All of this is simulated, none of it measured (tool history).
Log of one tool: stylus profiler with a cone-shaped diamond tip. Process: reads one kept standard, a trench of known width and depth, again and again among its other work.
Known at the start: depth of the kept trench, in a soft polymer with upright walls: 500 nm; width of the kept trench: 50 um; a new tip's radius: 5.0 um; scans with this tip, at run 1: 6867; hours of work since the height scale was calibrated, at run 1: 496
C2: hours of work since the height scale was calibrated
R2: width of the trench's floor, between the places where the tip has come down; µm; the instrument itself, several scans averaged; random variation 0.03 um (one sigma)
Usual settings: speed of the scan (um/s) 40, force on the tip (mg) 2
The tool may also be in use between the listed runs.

{"run": 1, "day": 0.0, "speed of the scan (um/s)": 40, "force on the tip (mg)": 2, "scans with this tip": 6867, "C2": 496, "depth of the trench (Å)": 5073.9, "R2": 43.94}
{"run": 2, "day": 2.546, "speed of the scan (um/s)": 40, "force on the tip (mg)": 2, "scans with this tip": 7215, "C2": 522, "depth of the trench (Å)": 5074.7, "R2": 43.89}
{"run": 3, "day": 5.642, "speed of the scan (um/s)": 40, "force on the tip (mg)": 2, "scans with this tip": 7638, "C2": 552, "depth of the trench (Å)": 5072.9, "R2": 43.83}
{"run": 4, "day": 8.05, "speed of the scan (um/s)": 40, "force on the tip (mg)": 2, "scans with this tip": 7968, "C2": 576, "depth of the trench (Å)": 5073.8, "R2": 43.68}
{"run": 5, "day": 10.854, "speed of the scan (um/s)": 40, "force on the tip (mg)": 2, "scans with this tip": 8351, "C2": 604, "depth of the trench (Å)": 5074.2, "R2": 43.69}
{"run": 6, "day": 12.758, "speed of the scan (um/s)": 40, "force on the tip (mg)": 2, "scans with this tip": 8612, "C2": 623, "depth of the trench (Å)": 5073.4, "R2": 43.61}
{"run": 7, "day": 14.612, "speed of the scan (um/s)": 40, "force on the tip (mg)": 2, "scans with this tip": 8865, "C2": 641, "depth of the trench (Å)": 5071.6, "R2": 43.6}
{"run": 8, "day": 16.629, "speed of the scan (um/s)": 40, "force on the tip (mg)": 2, "scans with this tip": 9141, "C2": 661, "depth of the trench (Å)": 5073.2, "R2": 43.56}
{"run": 9, "day": 18.958, "speed of the scan (um/s)": 40, "force on the tip (mg)": 1.37, "scans with this tip": 9460, "C2": 684, "depth of the trench (Å)": 5058.1, "R2": 43.45}
{"run": 10, "day": 21.867, "speed of the scan (um/s)": 24, "force on the tip (mg)": 2.15, "scans with this tip": 9857, "C2": 713, "depth of the trench (Å)": 5079.4, "R2": 43.56}
{"run": 11, "day": 25.708, "speed of the scan (um/s)": 24, "force on the tip (mg)": 2.15, "scans with this tip": 10382, "C2": 751, "depth of the trench (Å)": 5079.4, "R2": 43.45}
{"run": 12, "day": 27.821, "speed of the scan (um/s)": 78, "force on the tip (mg)": 1.01, "scans with this tip": 10671, "C2": 772, "depth of the trench (Å)": 5050, "R2": 42.87}
{"run": 13, "day": 31.588, "speed of the scan (um/s)": 10, "force on the tip (mg)": 0.82, "scans with this tip": 11187, "C2": 809, "depth of the trench (Å)": 5046.4, "R2": 43.4}
{"run": 14, "day": 33.196, "speed of the scan (um/s)": 126, "force on the tip (mg)": 3.23, "scans with this tip": 11407, "C2": 825, "depth of the trench (Å)": 5101.5, "R2": 42.81}
{"run": 15, "day": 36.871, "speed of the scan (um/s)": 40, "force on the tip (mg)": 3.11, "scans with this tip": 11909, "C2": 861, "depth of the trench (Å)": 5098.8, "R2": 43.17}
{"run": 16, "day": 40.317, "speed of the scan (um/s)": 136, "force on the tip (mg)": 2.29, "scans with this tip": 12380, "C2": 895, "depth of the trench (Å)": 5082.3, "R2": 42.48}
{"run": 17, "day": 43.229, "speed of the scan (um/s)": 136, "force on the tip (mg)": 2.29, "scans with this tip": 12779, "C2": 924, "depth of the trench (Å)": 5083.7, "R2": 42.45}
{"run": 18, "day": 44.958, "speed of the scan (um/s)": 120, "force on the tip (mg)": 1.13, "scans with this tip": 13015, "C2": 941, "depth of the trench (Å)": 5053.9, "R2": 42.17}

4 ways to go on from here, each from the tool as it stands after run 18. What would each give?
{"run": "A", "day": 46.904, "speed of the scan (um/s)": 65, "force on the tip (mg)": 1.13, "scans with this tip": 13281, "C2": 960, "depth of the trench (Å)": "?", "R2": "?"}
{"run": "B", "day": 46.904, "speed of the scan (um/s)": 26, "force on the tip (mg)": 2.92, "scans with this tip": 13281, "C2": 960, "depth of the trench (Å)": "?", "R2": "?"}
{"run": "C", "day": 46.904, "speed of the scan (um/s)": 18, "force on the tip (mg)": 4.76, "scans with this tip": 13281, "C2": 960, "depth of the trench (Å)": "?", "R2": "?"}
{"run": "D", "day": 46.904, "speed of the scan (um/s)": 41, "force on the tip (mg)": 1.67, "scans with this tip": 13281, "C2": 960, "depth of the trench (Å)": "?", "R2": "?"}

run=A depth_of_the_trench_(Å)=5057 R2=42.62
run=B depth_of_the_trench_(Å)=5095.4 R2=42.99
run=C depth_of_the_trench_(Å)=5131.1 R2=43.05
run=D depth_of_the_trench_(Å)=5070.6 R2=42.84
Without the tool's hidden state the same runs would have given:
run=A depth_of_the_trench_(Å)=5046.6 R2=45.14
run=B depth_of_the_trench_(Å)=5084.9 R2=45.51
run=C depth_of_the_trench_(Å)=5120.5 R2=45.57
run=D depth_of_the_trench_(Å)=5060.1 R2=45.36
